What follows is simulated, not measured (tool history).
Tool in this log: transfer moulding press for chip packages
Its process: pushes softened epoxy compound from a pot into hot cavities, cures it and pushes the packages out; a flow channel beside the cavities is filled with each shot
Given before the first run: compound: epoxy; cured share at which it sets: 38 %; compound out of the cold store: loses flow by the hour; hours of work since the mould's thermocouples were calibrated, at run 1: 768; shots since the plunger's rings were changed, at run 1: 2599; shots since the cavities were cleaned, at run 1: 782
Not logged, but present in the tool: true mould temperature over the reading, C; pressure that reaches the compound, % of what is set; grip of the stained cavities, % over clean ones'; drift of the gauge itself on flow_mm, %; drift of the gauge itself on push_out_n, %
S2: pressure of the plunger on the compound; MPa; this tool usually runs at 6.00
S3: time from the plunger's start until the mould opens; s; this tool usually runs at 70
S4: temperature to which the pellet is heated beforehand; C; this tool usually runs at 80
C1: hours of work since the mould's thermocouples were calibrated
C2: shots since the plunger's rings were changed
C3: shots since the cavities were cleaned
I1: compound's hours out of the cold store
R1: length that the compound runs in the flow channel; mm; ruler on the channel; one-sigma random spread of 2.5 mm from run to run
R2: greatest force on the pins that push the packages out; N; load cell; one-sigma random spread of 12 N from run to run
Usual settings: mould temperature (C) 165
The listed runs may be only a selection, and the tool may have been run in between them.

Run 1, day 0.000: usual settings; C1 768; C2 2599; C3 782; I1 37.1. Result: R1 828 mm, R2 1098 N.
At day 0.458: cavities cleaned with cleaning compound and waxed.
Run 2, day 1.271: usual settings; C1 787; C2 3017; C3 280; I1 23.7. Result: R1 876 mm, R2 899 N.
At day 3.254: cavities cleaned with cleaning compound and waxed.
Run 3, day 3.254: usual settings; C1 816; C2 3682; C3 0; I1 14.4. Result: R1 914 mm, R2 619 N.
At day 4.100: plunger's sealing rings changed.
Run 4, day 5.292: usual settings; C1 845; C2 414; C3 671; I1 20.5. Result: R1 903 mm, R2 1116 N.
At day 6.158: cavities cleaned with cleaning compound and waxed.
Run 5, day 6.646: usual settings; C1 864; C2 862; C3 170; I1 30.1. Result: R1 865 mm, R2 794 N.
At day 8.962: cavities cleaned with cleaning compound and waxed.
At day 9.071: mould's thermocouples calibrated.
Run 6, day 9.071: usual settings but S4 90 C; C1 0; C2 1651; C3 10; I1 29.4. Result: R1 862 mm, R2 539 N.
Run 7, day 10.696: usual settings but S4 90 C; C1 24; C2 2214; C3 573; I1 16.5. Result: R1 903 mm, R2 987 N.
At day 11.921: cavities cleaned with cleaning compound and waxed.
Run 8, day 12.071: usual settings but S4 90 C; C1 44; C2 2668; C3 52; I1 32.2. Result: R1 843 mm, R2 576 N.
Run 9, day 14.342: usual settings but mould temperature (C) 163, S3 57 s; C1 78; C2 3455; C3 839; I1 20.6. Result: R1 892 mm, R2 2101 N.
At day 14.638: cavities cleaned with cleaning compound and waxed.
At day 15.958: plunger's sealing rings changed.
Run 10, day 16.038: usual settings but S2 6.31 MPa, S3 83 s, S4 87 C; C1 101; C2 27; C3 448; I1 23.0. Result: R1 917 mm, R2 708 N.
At day 17.525: cavities cleaned with cleaning compound and waxed.
Run 11, day 17.525: usual settings but S3 56 s; C1 123; C2 521; C3 0; I1 13.8. Result: R1 928 mm, R2 1005 N.
Run 12, day 19.729: usual settings but mould temperature (C) 158, S2 6.63 MPa, S3 65 s, S4 87 C; C1 156; C2 1285; C3 764; I1 20.6. Result: R1 983 mm, R2 2165 N.
At day 20.354: cavities cleaned with cleaning compound and waxed.
Run 13, day 21.133: usual settings but mould temperature (C) 158, S2 6.63 MPa, S3 65 s, S4 87 C; C1 176; C2 1749; C3 270; I1 16.5. Result: R1 995 mm, R2 1768 N.
Run 14, day 22.925: usual settings but mould temperature (C) 173, S2 7.06 MPa, S3 93 s, S4 78 C; C1 203; C2 2370; C3 891; I1 34.2. Result: R1 880 mm, R2 750 N.
At day 23.125: cavities cleaned with cleaning compound and waxed.
Run 15, day 24.700: usual settings but mould temperature (C) 167, S2 7.01 MPa, S3 57 s, S4 74 C; C1 229; C2 2964; C3 545; I1 36.4. Result: R1 891 mm, R2 1421 N.

Here are 5 independent what-if runs from the current tool condition. What would each one return?
At day 25.892: cavities cleaned with cleaning compound and waxed.
Run A, day 27.312: usual settings but mould temperature (C) 163, S2 7.01 MPa, S3 57 s, S4 81 C; C1 267; C2 3847; C3 493; I1 10.4. Result: R1 ?, R2 ?.
At day 25.892: cavities cleaned with cleaning compound and waxed.
Run B, day 27.312: usual settings but mould temperature (C) 169, S2 7.01 MPa, S3 72 s, S4 74 C; C1 267; C2 3847; C3 493; I1 28.5. Result: R1 ?, R2 ?.
At day 25.892: cavities cleaned with cleaning compound and waxed.
Run C, day 27.312: usual settings but mould temperature (C) 167, S2 6.21 MPa, S3 71 s; C1 267; C2 3847; C3 493; I1 18.5. Result: R1 ?, R2 ?.
At day 25.892: cavities cleaned with cleaning compound and waxed.
Run D, day 27.312: usual settings but mould temperature (C) 167, S2 4.91 MPa, S3 57 s, S4 89 C; C1 267; C2 3847; C3 493; I1 47.1. Result: R1 ?, R2 ?.
At day 25.892: cavities cleaned with cleaning compound and waxed.
Run E, day 27.312: usual settings but mould temperature (C) 164; C1 267; C2 3847; C3 493; I1 9.6. Result: R1 ?, R2 ?.

run    R1    R2
  A  1010  2050
  B   909   792
  C   898   864
  D   711  1257
  E   932  1140
With no hidden state in the tool, these same runs would have given:
run    R1    R2
  A  1032  1109
  B   929   441
  C   918   472
  D   727   675
  E   953   612
